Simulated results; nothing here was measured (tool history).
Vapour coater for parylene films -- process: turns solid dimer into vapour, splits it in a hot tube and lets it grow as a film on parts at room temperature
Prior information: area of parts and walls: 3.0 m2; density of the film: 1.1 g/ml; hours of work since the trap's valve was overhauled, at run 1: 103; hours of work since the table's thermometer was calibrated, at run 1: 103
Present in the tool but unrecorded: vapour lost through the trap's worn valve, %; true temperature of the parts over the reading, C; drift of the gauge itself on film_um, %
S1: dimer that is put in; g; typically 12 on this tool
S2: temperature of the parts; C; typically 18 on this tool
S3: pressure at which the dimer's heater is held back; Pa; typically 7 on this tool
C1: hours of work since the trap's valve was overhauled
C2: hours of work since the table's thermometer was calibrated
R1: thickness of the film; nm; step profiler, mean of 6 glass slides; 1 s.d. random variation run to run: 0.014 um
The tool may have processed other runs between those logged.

run    hour  S1  S2     S3   C1    C2    R1
  1       0  12  18      7  103   103  1830
  2      39  12  18      7  134   134  1800
  3    90.1  12  18      7  175   175  1850
  4   132.9  12  18      7  209   209  1820
      162.1  -- trap's valve overhauled
  5     185  12  20      7   18   248  1660
  6   240.1  12  18      7   62   292  1810
  7   282.2  12  18      7   96   325  1850
  8   314.4  12  18      7  121   351  1820
  9   348.6  12  18      7  149   378  1820
 10   375.3  12  18      7  170   399  1830
 11     433  12  18   3.53  216   445  2090
      456.9  -- trap's valve overhauled
 12   493.2  12  18   3.53   29   490  2090
 13   519.3  12  18      7   50   511  1820
 14   555.1  12  18   7.57   78   539  1780
 15   612.7  12  18   7.57  124   585  1790
 16   645.8  12  18   7.57  151   612  1830
 17     679  12  18   7.57  177   638  1790
 18     732  12  18   7.57  219   681  1790
      750.2  -- trap's valve overhauled
 19   773.1  12  26   7.57   18   710  1240
 20   825.1  12  26   7.57   60   752  1250
 21   850.7   6  18      7   80   772   890
 22   893.8  12  18      7  114   806  1830
 23     943  12  18      7  154   845  1810
 24   982.6  12  18   3.42  185   877  2100
 25  1022.1   7  14    2.8  217   909  1530
     1045.3  -- trap's valve overhauled
 26  1074.2   7  14    2.8   23   947  1550
 27    1123  12  25      7   62   986  1310
 28  1173.7  12  25      7  102  1026  1330
 29  1205.5  16  13  11.07  128  1052  2800
 30  1246.1  16  13  11.07  160  1084  2800
 31  1287.3  18  12  11.08  193  1117  3310
 32  1327.5  18  12      7  225  1149  3600
     1338.7  -- trap's valve overhauled
 33  1379.6  18  12      7   33  1187  3640

Expected results for the next run?
 34  1406.2  18  12   7  54  1208   ?

R1: 3620 nm
Take away the tool's hidden state, keep the run-to-run variation as it was, and the same run would have given R1 3620 nm.
